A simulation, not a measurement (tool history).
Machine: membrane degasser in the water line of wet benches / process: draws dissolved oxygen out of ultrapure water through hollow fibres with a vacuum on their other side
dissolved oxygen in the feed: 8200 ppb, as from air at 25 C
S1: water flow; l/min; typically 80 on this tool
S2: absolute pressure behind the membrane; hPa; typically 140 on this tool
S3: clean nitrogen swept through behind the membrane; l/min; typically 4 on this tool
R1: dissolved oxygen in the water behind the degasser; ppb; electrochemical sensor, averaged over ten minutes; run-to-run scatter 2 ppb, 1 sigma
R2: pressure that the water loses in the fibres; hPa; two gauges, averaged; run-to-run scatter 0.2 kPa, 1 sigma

run	day	S1	S2	S3	R1	R2
1	0	80	140	4	479	476
2	6.512	80	140	4	480.4	485.1
3	10.575	80	140	4	478.2	479.8
4	17.462	80	140	4	482	480.3
# day 19.571: vacuum gauge calibrated
5	22.95	80	140	6.91	296.7	483.1
6	28.95	80	140	6.91	296.6	480.8
7	34.829	80	140	6.91	295.3	483.6
8	40.438	80	140	6.91	297.9	485.1
9	46.862	80	140	6.91	297.4	483.3
10	50.508	68	140	6.91	251.1	412.5
11	56.225	68	140	6.91	253.6	411.5

Estimate the outcome of run 12 from the log above:
12	63.462	59	163	6.91	?	?

Run 12 came out at R1 264.2 ppb, R2 354.4 hPa.
Without the tool's hidden state the same run would have given R1 258.9 ppb, R2 339.1 hPa.
